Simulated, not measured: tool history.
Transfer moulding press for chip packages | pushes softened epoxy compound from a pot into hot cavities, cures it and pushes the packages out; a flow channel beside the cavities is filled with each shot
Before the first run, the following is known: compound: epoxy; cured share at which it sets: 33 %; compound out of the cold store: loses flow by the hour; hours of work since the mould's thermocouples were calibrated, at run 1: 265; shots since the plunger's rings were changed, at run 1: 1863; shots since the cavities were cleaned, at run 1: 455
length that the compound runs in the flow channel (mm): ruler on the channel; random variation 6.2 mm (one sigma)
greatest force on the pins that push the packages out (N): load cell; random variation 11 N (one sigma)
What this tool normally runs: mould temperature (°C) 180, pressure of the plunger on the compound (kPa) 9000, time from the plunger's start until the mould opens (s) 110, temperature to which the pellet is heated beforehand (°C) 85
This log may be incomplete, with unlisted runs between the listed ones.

run   hour  mould temperature (°C)  pressure of the plunger on the compound (kPa)  time from the plunger's start until the mould opens (s)  temperature to which the pellet is heated beforehand (°C)  hours of work since the mould's thermocouples were calibrated  shots since the plunger's rings were changed  shots since the cavities were cleaned  incoming compound's hours out of the cold store  length that the compound runs in the flow channel (mm)  greatest force on the pins that push the packages out (N)
  1    0.0                     180                                           9000                                                      110                                                         85                                                            265                                          1863                                    455                                             26.9                                                     711                                                        659
  2   11.9                     187                                           9000                                                      110                                                         85                                                            273                                          2007                                    599                                             17.6                                                     736                                                        595
  3   23.1                     187                                           9000                                                      110                                                         85                                                            281                                          2142                                    734                                             41.8                                                     644                                                        638
  4   32.1                     180                                           8920                                                      110                                                         85                                                            288                                          2250                                    842                                             25.5                                                     714                                                        768
      37.0  -- cavities cleaned with cleaning compound and waxed
  5   43.6                     180                                           8920                                                      110                                                         85                                                            295                                          2371                                     80                                             39.1                                                     656                                                        914
  6   49.5                     180                                           8920                                                      110                                                         85                                                            299                                          2442                                    151                                             27.5                                                     701                                                        945
  7   56.5                     180                                           8920                                                      110                                                         85                                                            304                                          2527                                    236                                             33.5                                                     680                                                        921
  8   63.1                     180                                           8920                                                      110                                                         85                                                            309                                          2606                                    315                                             45.5                                                     624                                                        923
  9   74.9                     180                                           8920                                                      110                                                         85                                                            318                                          2748                                    457                                             14.6                                                     756                                                        948
 10   87.1                     180                                           9190                                                      110                                                         85                                                            326                                          2895                                    604                                             40.1                                                     653                                                        849
 11   93.3                     180                                           9000                                                      116                                                         85                                                            331                                          2970                                    679                                             14.0                                                     760                                                        886
     100.6  -- cavities cleaned with cleaning compound and waxed, once more
 12  102.9                     180                                           9000                                                      116                                                         85                                                            337                                          3068                                     29                                             30.4                                                     679                                                        458
 13  110.9                     180                                           9000                                                      116                                                         85                                                            342                                          3163                                    124                                             23.1                                                     712                                                        518
 14  121.6                     180                                           9000                                                      116                                                         85                                                            350                                          3292                                    253                                             39.2                                                     637                                                        545

Predict the results of run 15:
 15  133.8                     178                                           8210                                                      116                                                         75                                                            359                                          3440                                    401                                             24.9                                                       ?                                                          ?

length that the compound runs in the flow channel (mm): 683
greatest force on the pins that push the packages out (N): 658
Take away the tool's hidden state, keep the run-to-run variation as it was, and the same run would have given length that the compound runs in the flow channel (mm) 728, greatest force on the pins that push the packages out (N) 501.

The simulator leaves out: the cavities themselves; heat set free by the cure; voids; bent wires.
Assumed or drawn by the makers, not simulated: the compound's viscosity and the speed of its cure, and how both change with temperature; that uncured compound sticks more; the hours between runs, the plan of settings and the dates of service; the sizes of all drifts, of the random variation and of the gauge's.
